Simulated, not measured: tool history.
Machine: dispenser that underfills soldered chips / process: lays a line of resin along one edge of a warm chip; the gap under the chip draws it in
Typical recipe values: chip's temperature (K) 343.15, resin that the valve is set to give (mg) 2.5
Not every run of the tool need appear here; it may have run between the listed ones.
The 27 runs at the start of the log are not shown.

| run | day | chip's temperature (K) | resin that the valve is set to give (mg) | time until the resin shows at the far edge (s) | resin that the valve gave (mg) |
|---|---|---|---|---|---|
|  | 3.788 | new syringe of resin |
| 28 | 3.95 | 335.15 | 2.11 | 43.2 | 2.06 |
| 29 | 4.146 | 358.15 | 2.81 | 15 | 2.74 |
|  | 4.188 | new syringe of resin |
| 30 | 4.262 | 358.15 | 2.81 | 11.7 | 2.71 |
| 31 | 4.354 | 329.15 | 2.62 | 60.3 | 2.5 |
| 32 | 4.446 | 335.15 | 2.43 | 47.1 | 2.34 |
|  | 4.592 | new syringe of resin |
| 33 | 4.592 | 347.15 | 3.03 | 18.3 | 2.88 |
| 34 | 4.746 | 347.15 | 3.03 | 22.1 | 2.93 |
| 35 | 4.892 | 334.15 | 2.43 | 53.2 | 2.34 |
|  | 4.988 | new syringe of resin |
| 36 | 5.038 | 337.15 | 2.28 | 34.3 | 2.19 |

Branching from run 36: 3 alternative next runs. What would each branch give?
| A | 5.171 | 335.15 | 2.75 | ? | ? |
| B | 5.171 | 333.15 | 2.41 | ? | ? |
| C | 5.171 | 331.15 | 2.74 | ? | ? |

| run | time until the resin shows at the far edge (s) | resin that the valve gave (mg) |
|---|---|---|
| A | 42.6 | 2.6 |
| B | 49.3 | 2.34 |
| C | 54.5 | 2.64 |
The same runs, with their run-to-run variation unchanged, on a tool lacking any hidden condition would have given:
| run | time until the resin shows at the far edge (s) | resin that the valve gave (mg) |
|---|---|---|
| A | 37.1 | 2.73 |
| B | 42.8 | 2.45 |
| C | 47.5 | 2.76 |
